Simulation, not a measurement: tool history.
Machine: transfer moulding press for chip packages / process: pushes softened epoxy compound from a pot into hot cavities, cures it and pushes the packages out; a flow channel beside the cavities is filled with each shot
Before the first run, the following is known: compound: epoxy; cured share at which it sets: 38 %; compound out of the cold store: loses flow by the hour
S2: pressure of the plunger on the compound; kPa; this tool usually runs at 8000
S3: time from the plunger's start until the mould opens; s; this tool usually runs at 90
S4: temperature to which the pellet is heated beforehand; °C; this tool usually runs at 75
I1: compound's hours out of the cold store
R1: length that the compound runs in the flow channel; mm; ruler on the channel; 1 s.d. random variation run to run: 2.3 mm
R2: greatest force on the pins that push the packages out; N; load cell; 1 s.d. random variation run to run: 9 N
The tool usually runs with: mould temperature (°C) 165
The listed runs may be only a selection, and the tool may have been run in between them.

{"run": 1, "day": 0.0, "mould temperature (°C)": 165, "S2": 8000, "S3": 90, "S4": 75, "I1": 36.6, "R1": 498, "R2": 404}
{"day": 0.896, "done": "cavities cleaned with cleaning compound and waxed"}
{"run": 2, "day": 1.054, "mould temperature (°C)": 165, "S2": 8000, "S3": 90, "S4": 68, "I1": 8.1, "R1": 601, "R2": 427}
{"run": 3, "day": 2.162, "mould temperature (°C)": 165, "S2": 8000, "S3": 90, "S4": 75, "I1": 39.6, "R1": 484, "R2": 411}
{"run": 4, "day": 3.271, "mould temperature (°C)": 165, "S2": 8000, "S3": 90, "S4": 75, "I1": 40.5, "R1": 483, "R2": 414}
{"day": 3.621, "done": "cavities cleaned with cleaning compound and waxed"}
{"run": 5, "day": 4.146, "mould temperature (°C)": 165, "S2": 8000, "S3": 90, "S4": 75, "I1": 29.0, "R1": 522, "R2": 408}
{"run": 6, "day": 5.246, "mould temperature (°C)": 165, "S2": 8000, "S3": 90, "S4": 75, "I1": 12.0, "R1": 580, "R2": 426}
{"day": 6.396, "done": "cavities cleaned with cleaning compound and waxed"}
{"run": 7, "day": 6.575, "mould temperature (°C)": 165, "S2": 8000, "S3": 90, "S4": 75, "I1": 24.8, "R1": 537, "R2": 406}
{"run": 8, "day": 7.225, "mould temperature (°C)": 165, "S2": 8000, "S3": 90, "S4": 75, "I1": 19.4, "R1": 548, "R2": 407}
{"day": 7.646, "done": "plunger's sealing rings changed"}
{"run": 9, "day": 8.771, "mould temperature (°C)": 165, "S2": 8000, "S3": 90, "S4": 75, "I1": 36.9, "R1": 494, "R2": 401}
{"day": 9.204, "done": "cavities cleaned with cleaning compound and waxed"}
{"run": 10, "day": 9.792, "mould temperature (°C)": 169, "S2": 6320, "S3": 101, "S4": 83, "I1": 11.6, "R1": 513, "R2": 369}
{"run": 11, "day": 11.225, "mould temperature (°C)": 167, "S2": 8310, "S3": 90, "S4": 77, "I1": 40.6, "R1": 488, "R2": 375}
{"day": 11.967, "done": "cavities cleaned with cleaning compound and waxed"}
{"run": 12, "day": 12.192, "mould temperature (°C)": 167, "S2": 8310, "S3": 90, "S4": 77, "I1": 21.4, "R1": 553, "R2": 390}
{"run": 13, "day": 13.662, "mould temperature (°C)": 172, "S2": 6480, "S3": 87, "S4": 84, "I1": 47.3, "R1": 408, "R2": 381}
{"day": 14.675, "done": "cavities cleaned with cleaning compound and waxed"}
{"run": 14, "day": 15.138, "mould temperature (°C)": 172, "S2": 6480, "S3": 87, "S4": 84, "I1": 14.6, "R1": 500, "R2": 370}
{"run": 15, "day": 16.612, "mould temperature (°C)": 164, "S2": 6480, "S3": 112, "S4": 84, "I1": 11.8, "R1": 528, "R2": 379}
{"day": 17.412, "done": "cavities cleaned with cleaning compound and waxed"}
{"run": 16, "day": 17.683, "mould temperature (°C)": 163, "S2": 6480, "S3": 104, "S4": 84, "I1": 41.6, "R1": 430, "R2": 378}
{"run": 17, "day": 19.279, "mould temperature (°C)": 165, "S2": 7570, "S3": 90, "S4": 75, "I1": 39.5, "R1": 473, "R2": 399}
{"day": 20.188, "done": "cavities cleaned with cleaning compound and waxed"}
{"run": 18, "day": 20.746, "mould temperature (°C)": 165, "S2": 7570, "S3": 90, "S4": 75, "I1": 13.2, "R1": 555, "R2": 412}

Each row is a separate what-if for the run after 18, all from the same tool condition, not one after another. Results?
{"day": 21.488, "done": "plunger's sealing rings changed"}
{"run": "A", "day": 21.533, "mould temperature (°C)": 161, "S2": 8410, "S3": 90, "S4": 75, "I1": 30.3, "R1": "?", "R2": "?"}
{"day": 21.488, "done": "plunger's sealing rings changed"}
{"run": "B", "day": 21.533, "mould temperature (°C)": 165, "S2": 7570, "S3": 76, "S4": 65, "I1": 29.8, "R1": "?", "R2": "?"}
{"day": 21.488, "done": "plunger's sealing rings changed"}
{"run": "C", "day": 21.533, "mould temperature (°C)": 168, "S2": 7570, "S3": 90, "S4": 75, "I1": 37.8, "R1": "?", "R2": "?"}
{"day": 21.488, "done": "plunger's sealing rings changed"}
{"run": "D", "day": 21.533, "mould temperature (°C)": 173, "S2": 8290, "S3": 90, "S4": 78, "I1": 28.0, "R1": "?", "R2": "?"}
{"day": 21.488, "done": "plunger's sealing rings changed"}
{"run": "E", "day": 21.533, "mould temperature (°C)": 163, "S2": 7250, "S3": 90, "S4": 80, "I1": 45.6, "R1": "?", "R2": "?"}

run=A R1=532 R2=489
run=B R1=508 R2=542
run=C R1=474 R2=379
run=D R1=522 R2=371
run=E R1=450 R2=425
Stripped of hidden state, with their random variation kept, the same runs would have yielded:
run=A R1=532 R2=485
run=B R1=508 R2=538
run=C R1=474 R2=376
run=D R1=522 R2=367
run=E R1=450 R2=422
